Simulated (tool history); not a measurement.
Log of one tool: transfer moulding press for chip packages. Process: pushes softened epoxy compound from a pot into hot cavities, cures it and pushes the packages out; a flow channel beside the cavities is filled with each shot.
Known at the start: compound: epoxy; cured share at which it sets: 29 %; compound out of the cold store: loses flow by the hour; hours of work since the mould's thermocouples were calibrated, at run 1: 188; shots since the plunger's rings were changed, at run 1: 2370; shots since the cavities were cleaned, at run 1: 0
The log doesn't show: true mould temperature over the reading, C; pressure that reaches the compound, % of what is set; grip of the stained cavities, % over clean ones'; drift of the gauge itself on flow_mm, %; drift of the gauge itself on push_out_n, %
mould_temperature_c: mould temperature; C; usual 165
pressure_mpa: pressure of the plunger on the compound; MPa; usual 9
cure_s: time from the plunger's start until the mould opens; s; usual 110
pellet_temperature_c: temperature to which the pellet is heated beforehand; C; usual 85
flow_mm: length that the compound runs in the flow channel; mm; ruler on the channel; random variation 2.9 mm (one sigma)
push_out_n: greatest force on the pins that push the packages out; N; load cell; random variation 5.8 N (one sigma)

| run | day | mould_temperature_c | pressure_mpa | cure_s | pellet_temperature_c | hours of work since the mould's thermocouples were calibrated | shots since the plunger's rings were changed | shots since the cavities were cleaned | incoming compound's hours out of the cold store | flow_mm | push_out_n |
|---|---|---|---|---|---|---|---|---|---|---|---|
| 1 | 0 | 165 | 9 | 110 | 85 | 188 | 2370 | 0 | 21.3 | 737 | 229 |
| 2 | 1.354 | 161 | 9 | 110 | 85 | 212 | 2768 | 398 | 41.8 | 696 | 393 |
| 3 | 3.133 | 161 | 9 | 110 | 85 | 244 | 3290 | 920 | 38.2 | 707 | 492 |
|  | 3.608 | cavities cleaned with cleaning compound and waxed |
| 4 | 4.833 | 165 | 7.38 | 110 | 85 | 273 | 3770 | 360 | 13.6 | 678 | 324 |
|  | 5.633 | plunger's sealing rings changed |
| 5 | 6.65 | 165 | 9 | 147 | 85 | 303 | 298 | 863 | 9.6 | 778 | 353 |
|  | 7.212 | cavities cleaned with cleaning compound and waxed |
| 6 | 9.338 | 165 | 9 | 110 | 89 | 350 | 1069 | 625 | 20.1 | 748 | 369 |
|  | 10.779 | cavities cleaned with cleaning compound and waxed |
| 7 | 12.05 | 165 | 9 | 110 | 82 | 397 | 1846 | 373 | 18.1 | 752 | 327 |
|  | 14.304 | cavities cleaned with cleaning compound and waxed |
| 8 | 14.95 | 165 | 9 | 110 | 82 | 447 | 2678 | 189 | 42.1 | 683 | 289 |
|  | 15.846 | mould's thermocouples calibrated |
| 9 | 17.404 | 165 | 9 | 110 | 85 | 28 | 3375 | 886 | 24.4 | 718 | 394 |
|  | 17.879 | cavities cleaned with cleaning compound and waxed |
| 10 | 18.708 | 165 | 9 | 110 | 85 | 50 | 3740 | 244 | 40 | 684 | 281 |
|  | 19.5 | plunger's sealing rings changed |
| 11 | 20.325 | 165 | 9 | 110 | 85 | 77 | 241 | 686 | 15.3 | 758 | 384 |
|  | 21.488 | cavities cleaned with cleaning compound and waxed |
| 12 | 22.075 | 165 | 9 | 110 | 85 | 107 | 737 | 172 | 16.6 | 760 | 284 |
| 13 | 24.242 | 165 | 9 | 110 | 85 | 145 | 1373 | 808 | 14.2 | 757 | 390 |
|  | 25.129 | cavities cleaned with cleaning compound and waxed |
| 14 | 25.512 | 165 | 9 | 110 | 85 | 166 | 1728 | 113 | 13.1 | 758 | 265 |
| 15 | 26.9 | 168 | 9 | 110 | 86 | 191 | 2134 | 519 | 30 | 708 | 318 |
|  | 28.629 | cavities cleaned with cleaning compound and waxed |
| 16 | 29.225 | 168 | 9 | 110 | 86 | 231 | 2799 | 175 | 12.4 | 746 | 266 |
| 17 | 31.275 | 171 | 10.38 | 110 | 85 | 268 | 3401 | 777 | 43.4 | 710 | 350 |
|  | 32.071 | cavities cleaned with cleaning compound and waxed |
|  | 33.421 | plunger's sealing rings changed |
| 18 | 33.662 | 160 | 9 | 110 | 82 | 307 | 71 | 437 | 32.7 | 739 | 422 |
|  | 35.662 | cavities cleaned with cleaning compound and waxed |
| 19 | 35.992 | 165 | 9 | 110 | 83 | 347 | 736 | 96 | 17.4 | 754 | 268 |
| 20 | 37.888 | 159 | 6.99 | 118 | 83 | 381 | 1292 | 652 | 38 | 635 | 442 |
|  | 39.179 | cavities cleaned with cleaning compound and waxed |
| 21 | 40.542 | 159 | 6.99 | 118 | 83 | 427 | 2053 | 401 | 37.4 | 634 | 400 |

Forecast run 22:
| 22 | 42.158 | 165 | 7.89 | 115 | 85 | 456 | 2527 | 875 | 21.7 | ? | ? |

Run 22 gave flow_mm 696 mm, push_out_n 384 N.
Without the tool's hidden state the same run would have given flow_mm 703 mm, push_out_n 205 N.
